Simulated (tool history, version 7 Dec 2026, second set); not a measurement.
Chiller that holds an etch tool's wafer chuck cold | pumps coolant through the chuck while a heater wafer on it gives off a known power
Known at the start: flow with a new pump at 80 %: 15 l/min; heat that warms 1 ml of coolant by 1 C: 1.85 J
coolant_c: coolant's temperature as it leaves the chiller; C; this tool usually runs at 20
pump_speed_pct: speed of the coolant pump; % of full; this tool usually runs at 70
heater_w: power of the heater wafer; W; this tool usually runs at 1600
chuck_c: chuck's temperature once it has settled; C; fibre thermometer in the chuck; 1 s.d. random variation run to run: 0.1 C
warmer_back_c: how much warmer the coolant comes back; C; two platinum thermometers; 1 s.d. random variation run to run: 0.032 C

run 1 hour=0.0 | coolant_c=20 pump_speed_pct=70 heater_w=1600 | chuck_c=32.0 warmer_back_c=4.13
run 2 hour=67.8 | coolant_c=20 pump_speed_pct=70 heater_w=1600 | chuck_c=32.1 warmer_back_c=4.17
-- hour=123.9 chiller's thermometer calibrated
run 3 hour=149.5 | coolant_c=20 pump_speed_pct=70 heater_w=1600 | chuck_c=32.1 warmer_back_c=4.16
run 4 hour=191.0 | coolant_c=20 pump_speed_pct=70 heater_w=1600 | chuck_c=32.1 warmer_back_c=4.15
run 5 hour=267.7 | coolant_c=20 pump_speed_pct=86 heater_w=1600 | chuck_c=30.4 warmer_back_c=3.32
-- hour=336.8 chiller's thermometer calibrated, once more
run 6 hour=337.1 | coolant_c=20 pump_speed_pct=70 heater_w=1600 | chuck_c=31.0 warmer_back_c=4.14
run 7 hour=375.0 | coolant_c=16 pump_speed_pct=70 heater_w=1032 | chuck_c=23.1 warmer_back_c=2.71
run 8 hour=443.3 | coolant_c=20 pump_speed_pct=74 heater_w=1218 | chuck_c=28.1 warmer_back_c=3.02
run 9 hour=493.8 | coolant_c=20 pump_speed_pct=74 heater_w=1218 | chuck_c=28.1 warmer_back_c=2.94
run 10 hour=559.2 | coolant_c=20 pump_speed_pct=88 heater_w=2301 | chuck_c=33.3 warmer_back_c=4.71
run 11 hour=615.7 | coolant_c=21 pump_speed_pct=70 heater_w=1485 | chuck_c=31.4 warmer_back_c=3.90
run 12 hour=666.1 | coolant_c=21 pump_speed_pct=70 heater_w=1485 | chuck_c=31.3 warmer_back_c=3.96

3 options for the next run, each taken on its own from the tool as it stands now. Forecast them:
run A hour=720.3 | coolant_c=23 pump_speed_pct=61 heater_w=1728 | chuck_c=? warmer_back_c=?
run B hour=720.3 | coolant_c=21 pump_speed_pct=64 heater_w=1531 | chuck_c=? warmer_back_c=?
run C hour=720.3 | coolant_c=13 pump_speed_pct=70 heater_w=1082 | chuck_c=? warmer_back_c=?

run=A chuck_c=36.7 warmer_back_c=5.22
run=B chuck_c=32.6 warmer_back_c=4.40
run=C chuck_c=20.8 warmer_back_c=2.84
Had the tool no hidden state, the same runs would have come out as:
run=A chuck_c=35.5 warmer_back_c=4.94
run=B chuck_c=31.6 warmer_back_c=4.17
run=C chuck_c=20.1 warmer_back_c=2.69
